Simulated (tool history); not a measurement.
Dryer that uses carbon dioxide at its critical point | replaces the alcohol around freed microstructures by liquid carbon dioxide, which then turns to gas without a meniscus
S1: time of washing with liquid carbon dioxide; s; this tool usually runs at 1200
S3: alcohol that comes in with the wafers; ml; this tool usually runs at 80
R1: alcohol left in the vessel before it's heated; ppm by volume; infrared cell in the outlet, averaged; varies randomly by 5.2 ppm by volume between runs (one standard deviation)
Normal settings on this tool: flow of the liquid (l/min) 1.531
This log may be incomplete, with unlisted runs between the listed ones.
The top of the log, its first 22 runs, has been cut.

Run 23, hour 421.7: usual settings but S1 1080 s. Result: R1 387 ppm by volume.
Run 24, hour 448.5: usual settings but flow of the liquid (l/min) 1.21, S3 33 ml. Result: R1 338 ppm by volume.
Run 25, hour 470: usual settings but S1 1560 s, flow of the liquid (l/min) 1.21, S3 49 ml. Result: R1 250 ppm by volume.
Run 26, hour 483.9: usual settings but S1 1560 s, flow of the liquid (l/min) 1.21, S3 49 ml. Result: R1 250 ppm by volume.
Run 27, hour 507.8: usual settings but S1 1140 s, flow of the liquid (l/min) 1.21, S3 41 ml. Result: R1 430 ppm by volume.
Run 28, hour 527.8: usual settings but S1 1800 s, flow of the liquid (l/min) 2.47, S3 33 ml. Result: R1 180 ppm by volume.
At hour 549.2: inlet filter changed.
Run 29, hour 557.5: usual settings but S1 1800 s, flow of the liquid (l/min) 2.47, S3 33 ml. Result: R1 189 ppm by volume.
Run 30, hour 585: usual settings but S1 900 s, flow of the liquid (l/min) 1.55, S3 96 ml. Result: R1 561 ppm by volume.
Run 31, hour 602.6: usual settings but flow of the liquid (l/min) 2.23, S3 24 ml. Result: R1 194 ppm by volume.
Run 32, hour 622.5: usual settings but S1 1740 s, flow of the liquid (l/min) 1.36, S3 94 ml. Result: R1 213 ppm by volume.
Run 33, hour 643: usual settings but S1 780 s, flow of the liquid (l/min) 1.13. Result: R1 1616 ppm by volume.
Run 34, hour 667.1: usual settings but S1 780 s, S3 27 ml. Result: R1 407 ppm by volume.
Run 35, hour 689.7: usual settings but S1 720 s, flow of the liquid (l/min) 2.36, S3 115 ml. Result: R1 417 ppm by volume.
Run 36, hour 710.9: usual settings but S1 720 s, flow of the liquid (l/min) 2.5, S3 53 ml. Result: R1 286 ppm by volume.
Run 37, hour 725.7: usual settings but S1 720 s, flow of the liquid (l/min) 2.5, S3 53 ml. Result: R1 293 ppm by volume.
Run 38, hour 753.2: usual settings but S1 720 s, flow of the liquid (l/min) 1.14, S3 30 ml. Result: R1 891 ppm by volume.
Run 39, hour 772.2: usual settings but S1 960 s, flow of the liquid (l/min) 1.16, S3 53 ml. Result: R1 739 ppm by volume.
Run 40, hour 794.1: usual settings but flow of the liquid (l/min) 2.46, S3 65 ml. Result: R1 215 ppm by volume.

Predict the results of run 41:
Run 41, hour 807.9: usual settings but flow of the liquid (l/min) 2.46, S3 65 ml. Result: R1 ?.

R1: 227 ppm by volume
The same run, on a tool lacking any hidden state, would have yielded R1 8 ppm by volume.
